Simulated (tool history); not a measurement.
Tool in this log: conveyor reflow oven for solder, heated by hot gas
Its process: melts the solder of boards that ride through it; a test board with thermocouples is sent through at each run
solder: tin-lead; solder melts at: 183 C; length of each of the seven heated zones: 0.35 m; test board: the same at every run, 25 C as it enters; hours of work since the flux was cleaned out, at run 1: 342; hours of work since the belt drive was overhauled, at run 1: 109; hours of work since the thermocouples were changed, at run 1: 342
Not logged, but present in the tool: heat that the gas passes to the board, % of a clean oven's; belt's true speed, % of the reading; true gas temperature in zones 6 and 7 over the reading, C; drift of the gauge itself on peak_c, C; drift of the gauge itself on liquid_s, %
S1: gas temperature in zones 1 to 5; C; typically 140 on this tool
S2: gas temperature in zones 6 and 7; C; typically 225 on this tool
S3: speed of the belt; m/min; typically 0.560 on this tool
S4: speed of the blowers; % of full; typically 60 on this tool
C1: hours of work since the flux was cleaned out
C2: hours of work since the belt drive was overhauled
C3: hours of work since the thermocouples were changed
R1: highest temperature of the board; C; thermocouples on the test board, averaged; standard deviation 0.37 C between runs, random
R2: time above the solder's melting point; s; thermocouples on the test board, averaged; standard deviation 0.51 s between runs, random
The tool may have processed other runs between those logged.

| run | hour | S1 | S2 | S3 | S4 | C1 | C2 | C3 | R1 | R2 |
|---|---|---|---|---|---|---|---|---|---|---|
| 1 | 0.0 | 140 | 225 | 0.560 | 60 | 342 | 109 | 342 | 203.0 | 42.4 |
| 2 | 91.6 | 140 | 225 | 0.560 | 60 | 393 | 160 | 393 | 202.5 | 41.1 |
| 3 | 143.3 | 140 | 233 | 0.560 | 60 | 422 | 188 | 422 | 209.2 | 48.1 |
| 4 | 194.4 | 140 | 233 | 0.560 | 60 | 451 | 217 | 451 | 208.0 | 47.5 |
| 5 | 236.5 | 140 | 233 | 0.584 | 60 | 474 | 240 | 474 | 206.8 | 43.4 |
|  | 274.9 | flux residue cleaned out of gas plates and filters |
| 6 | 289.6 | 140 | 233 | 0.584 | 60 | 8 | 267 | 501 | 211.1 | 50.2 |
| 7 | 364.1 | 140 | 233 | 0.584 | 60 | 50 | 309 | 543 | 211.2 | 48.8 |
| 8 | 448.3 | 140 | 233 | 0.584 | 60 | 97 | 356 | 589 | 210.8 | 48.2 |
| 9 | 540.5 | 140 | 225 | 0.560 | 60 | 148 | 407 | 641 | 205.5 | 44.5 |
| 10 | 587.5 | 140 | 225 | 0.560 | 63 | 174 | 433 | 667 | 205.7 | 45.9 |
|  | 624.0 | thermocouples of zones 6 and 7 changed |
| 11 | 633.3 | 140 | 225 | 0.648 | 60 | 199 | 458 | 5 | 200.7 | 31.9 |
| 12 | 680.0 | 140 | 225 | 0.510 | 60 | 225 | 484 | 31 | 208.6 | 52.6 |
| 13 | 729.8 | 140 | 225 | 0.560 | 60 | 252 | 511 | 59 | 205.3 | 44.7 |
| 14 | 783.1 | 140 | 225 | 0.560 | 60 | 282 | 541 | 89 | 203.5 | 43.7 |
| 15 | 835.7 | 140 | 225 | 0.521 | 60 | 311 | 570 | 118 | 206.6 | 51.0 |
| 16 | 893.2 | 141 | 225 | 0.560 | 60 | 343 | 602 | 150 | 204.0 | 43.1 |
| 17 | 932.4 | 141 | 229 | 0.451 | 53 | 365 | 624 | 172 | 212.8 | 67.5 |
| 18 | 988.6 | 145 | 239 | 0.451 | 53 | 397 | 656 | 203 | 221.5 | 77.0 |
| 19 | 1042.8 | 145 | 239 | 0.451 | 53 | 427 | 686 | 233 | 221.3 | 77.5 |
| 20 | 1086.8 | 134 | 225 | 0.664 | 60 | 451 | 710 | 258 | 193.8 | 20.7 |
|  | 1161.9 | flux residue cleaned out of gas plates and filters |
| 21 | 1175.7 | 139 | 225 | 0.467 | 53 | 8 | 757 | 305 | 209.9 | 63.3 |
| 22 | 1227.9 | 139 | 225 | 0.467 | 53 | 37 | 786 | 334 | 209.3 | 60.9 |
| 23 | 1268.6 | 139 | 225 | 0.467 | 53 | 60 | 809 | 356 | 209.4 | 61.5 |
| 24 | 1318.4 | 143 | 225 | 0.560 | 60 | 87 | 837 | 384 | 205.8 | 48.6 |
| 25 | 1391.1 | 153 | 219 | 0.560 | 60 | 128 | 877 | 425 | 204.1 | 49.0 |
| 26 | 1482.4 | 153 | 219 | 0.560 | 60 | 179 | 928 | 476 | 201.8 | 48.9 |
| 27 | 1567.5 | 153 | 219 | 0.560 | 60 | 226 | 975 | 523 | 203.2 | 47.9 |
| 28 | 1615.8 | 153 | 219 | 0.560 | 60 | 253 | 1002 | 550 | 202.4 | 46.6 |
| 29 | 1656.5 | 142 | 221 | 0.666 | 65 | 276 | 1025 | 573 | 196.0 | 27.9 |
| 30 | 1725.6 | 142 | 221 | 0.666 | 65 | 314 | 1064 | 611 | 195.8 | 26.4 |

Measured less the same run without the tool's hidden state. The same run-to-run variation is in both; the gauge's scatter may not be:
| run | R1 | R2 |
|---|---|---|
| 1 | -3.3 | -4.6 |
| 2 | -3.9 | -5.4 |
| 3 | -4.5 | -4.9 |
| 4 | -4.8 | -5.3 |
| 5 | -5.4 | -6.0 |
| 6 | -0.3 | +0.1 |
| 7 | -0.8 | -0.3 |
| 8 | -1.4 | -0.9 |
| 9 | -1.7 | -1.8 |
| 10 | -2.0 | -2.1 |
| 11 | -1.8 | -2.2 |
| 12 | -1.7 | -1.7 |
| 13 | -2.1 | -2.4 |
| 14 | -2.5 | -2.9 |
| 15 | -2.6 | -2.9 |
| 16 | -3.1 | -3.7 |
| 17 | -2.7 | -2.5 |
| 18 | -3.1 | -1.5 |
| 19 | -3.5 | -1.7 |
| 20 | -5.3 | -7.4 |
| 21 | -0.2 | +1.1 |
| 22 | -0.5 | +0.8 |
| 23 | -0.8 | +0.6 |
| 24 | -1.1 | -0.1 |
| 25 | -1.4 | -0.7 |
| 26 | -1.8 | -1.3 |
| 27 | -2.2 | -1.9 |
| 28 | -2.5 | -2.3 |
| 29 | -3.3 | -4.2 |
| 30 | -3.7 | -4.9 |
